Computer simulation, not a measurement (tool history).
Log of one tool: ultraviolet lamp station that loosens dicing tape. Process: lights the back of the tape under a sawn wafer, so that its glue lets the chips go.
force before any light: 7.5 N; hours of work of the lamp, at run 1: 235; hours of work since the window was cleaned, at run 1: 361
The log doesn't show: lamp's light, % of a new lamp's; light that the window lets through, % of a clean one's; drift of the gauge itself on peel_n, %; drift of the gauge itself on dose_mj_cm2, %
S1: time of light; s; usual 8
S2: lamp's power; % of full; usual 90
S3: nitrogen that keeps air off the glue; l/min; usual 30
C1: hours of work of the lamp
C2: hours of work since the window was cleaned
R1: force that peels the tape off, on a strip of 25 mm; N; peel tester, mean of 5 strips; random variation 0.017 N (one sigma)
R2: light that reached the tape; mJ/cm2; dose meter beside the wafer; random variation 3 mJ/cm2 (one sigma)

run   hour  S1  S2  S3   C1   C2     R1   R2
  1      0   8  90  30  235  361  1.006  383
  2   20.9   8  90  30  245  372  1.013  381
  3   46.1   8  90  30  258  385   1.01  379
  4   63.9   8  90  30  267  394   1.02  370
  5   78.7   8  90  30  274  401  1.035  372
  6  100.8   8  90  30  285  412  1.055  371
  7  122.5   8  90  30  296  423  1.059  370
  8  139.7   6  89  24  305  432  1.905  268
  9    152   8  63  30  311  438  1.822  256
 10  168.5   8  90  10  319  446  2.017  363

Run 11 comes next. What will it give?
 11  191.9   9  75  48  331  458   ?   ?

R1: 0.958 N
R2: 344 mJ/cm2
Without the tool's hidden state the same run would have given R1 0.685 N, R2 412 mJ/cm2.
